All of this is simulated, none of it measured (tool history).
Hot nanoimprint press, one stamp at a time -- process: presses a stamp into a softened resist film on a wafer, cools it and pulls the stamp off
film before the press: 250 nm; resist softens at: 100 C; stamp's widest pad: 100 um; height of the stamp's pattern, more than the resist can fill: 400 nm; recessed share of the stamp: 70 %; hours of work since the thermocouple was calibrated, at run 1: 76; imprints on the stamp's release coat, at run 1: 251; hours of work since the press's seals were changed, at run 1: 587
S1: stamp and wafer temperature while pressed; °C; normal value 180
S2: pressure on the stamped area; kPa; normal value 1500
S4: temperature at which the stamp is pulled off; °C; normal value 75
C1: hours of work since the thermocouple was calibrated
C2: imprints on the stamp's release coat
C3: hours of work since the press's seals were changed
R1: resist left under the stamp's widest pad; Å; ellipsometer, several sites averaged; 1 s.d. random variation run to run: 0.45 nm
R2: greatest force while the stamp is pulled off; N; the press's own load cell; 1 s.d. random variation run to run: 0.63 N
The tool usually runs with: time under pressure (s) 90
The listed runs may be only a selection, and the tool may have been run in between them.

run 1 hour=0.0 | S1=180 S2=1500 time_under_pressure_(s)=90 S4=75 | C1=76 C2=251 C3=587 | R1=1260 R2=208.6
run 2 hour=28.8 | S1=180 S2=1500 time_under_pressure_(s)=90 S4=75 | C1=96 C2=356 C3=607 | R1=1259 R2=210.6
run 3 hour=60.1 | S1=180 S2=1500 time_under_pressure_(s)=83 S4=75 | C1=119 C2=471 C3=630 | R1=1309 R2=212.9
-- hour=87.9 stamp cleaned and given a new release coat
run 4 hour=96.1 | S1=191 S2=1500 time_under_pressure_(s)=90 S4=75 | C1=140 C2=30 C3=651 | R1=813 R2=204.6
run 5 hour=113.8 | S1=187 S2=1500 time_under_pressure_(s)=90 S4=75 | C1=153 C2=95 C3=664 | R1=960 R2=208.1
run 6 hour=130.2 | S1=187 S2=1500 time_under_pressure_(s)=90 S4=75 | C1=164 C2=155 C3=676 | R1=963 R2=207.4
run 7 hour=145.1 | S1=170 S2=1500 time_under_pressure_(s)=90 S4=75 | C1=175 C2=209 C3=686 | R1=1823 R2=208.1
run 8 hour=173.1 | S1=180 S2=1990 time_under_pressure_(s)=90 S4=75 | C1=195 C2=312 C3=706 | R1=1161 R2=210.2
run 9 hour=202.2 | S1=180 S2=1990 time_under_pressure_(s)=90 S4=75 | C1=216 C2=419 C3=727 | R1=1151 R2=211.7
run 10 hour=229.0 | S1=180 S2=1990 time_under_pressure_(s)=90 S4=75 | C1=235 C2=517 C3=746 | R1=1168 R2=213.6
-- hour=246.2 stamp cleaned and given a new release coat
run 11 hour=262.7 | S1=180 S2=1500 time_under_pressure_(s)=90 S4=65 | C1=255 C2=60 C3=766 | R1=1284 R2=225.1
run 12 hour=286.4 | S1=180 S2=1500 time_under_pressure_(s)=90 S4=61 | C1=272 C2=147 C3=783 | R1=1303 R2=235.2
run 13 hour=308.4 | S1=180 S2=1500 time_under_pressure_(s)=90 S4=61 | C1=288 C2=228 C3=799 | R1=1291 R2=235.6
run 14 hour=339.3 | S1=180 S2=1500 time_under_pressure_(s)=152 S4=61 | C1=310 C2=341 C3=821 | R1=1055 R2=237.8
run 15 hour=358.0 | S1=180 S2=1500 time_under_pressure_(s)=152 S4=61 | C1=323 C2=410 C3=834 | R1=1069 R2=239.4
run 16 hour=375.7 | S1=180 S2=1500 time_under_pressure_(s)=152 S4=61 | C1=336 C2=474 C3=847 | R1=1069 R2=240.0
run 17 hour=392.8 | S1=180 S2=1500 time_under_pressure_(s)=152 S4=61 | C1=348 C2=537 C3=859 | R1=1064 R2=241.2
-- hour=398.8 plate thermocouple calibrated
-- hour=404.8 stamp cleaned and given a new release coat
run 18 hour=431.9 | S1=182 S2=1600 time_under_pressure_(s)=48 S4=65 | C1=19 C2=99 C3=881 | R1=1508 R2=226.1
run 19 hour=449.2 | S1=182 S2=1600 time_under_pressure_(s)=48 S4=65 | C1=32 C2=163 C3=893 | R1=1511 R2=227.3
run 20 hour=469.6 | S1=182 S2=1600 time_under_pressure_(s)=48 S4=65 | C1=46 C2=237 C3=908 | R1=1516 R2=228.4
-- hour=506.6 plate thermocouple calibrated, once more
run 21 hour=506.6 | S1=180 S2=2070 time_under_pressure_(s)=90 S4=69 | C1=0 C2=362 C3=932 | R1=1132 R2=220.7
run 22 hour=526.6 | S1=175 S2=1950 time_under_pressure_(s)=90 S4=65 | C1=14 C2=435 C3=946 | R1=1413 R2=230.0
-- hour=566.0 stamp cleaned and given a new release coat
run 23 hour=566.0 | S1=182 S2=1310 time_under_pressure_(s)=90 S4=65 | C1=38 C2=0 C3=970 | R1=1231 R2=223.9
run 24 hour=587.9 | S1=183 S2=1580 time_under_pressure_(s)=70 S4=62 | C1=54 C2=80 C3=986 | R1=1226 R2=229.3
run 25 hour=620.9 | S1=183 S2=1580 time_under_pressure_(s)=70 S4=62 | C1=77 C2=201 C3=1009 | R1=1224 R2=232.6
run 26 hour=649.7 | S1=180 S2=1890 time_under_pressure_(s)=89 S4=67 | C1=98 C2=307 C3=1030 | R1=1187 R2=224.9
run 27 hour=671.6 | S1=178 S2=1500 time_under_pressure_(s)=116 S4=63 | C1=114 C2=387 C3=1046 | R1=1268 R2=233.2

Expected results for the next run?
run 28 hour=687.7 | S1=178 S2=1500 time_under_pressure_(s)=116 S4=63 | C1=125 C2=446 C3=1057 | R1=? R2=?

Run 28 gave R1 1263 Å, R2 234.8 N.
Minus the tool's unlogged condition, the same run would have read R1 1204 Å, R2 226.6 N.
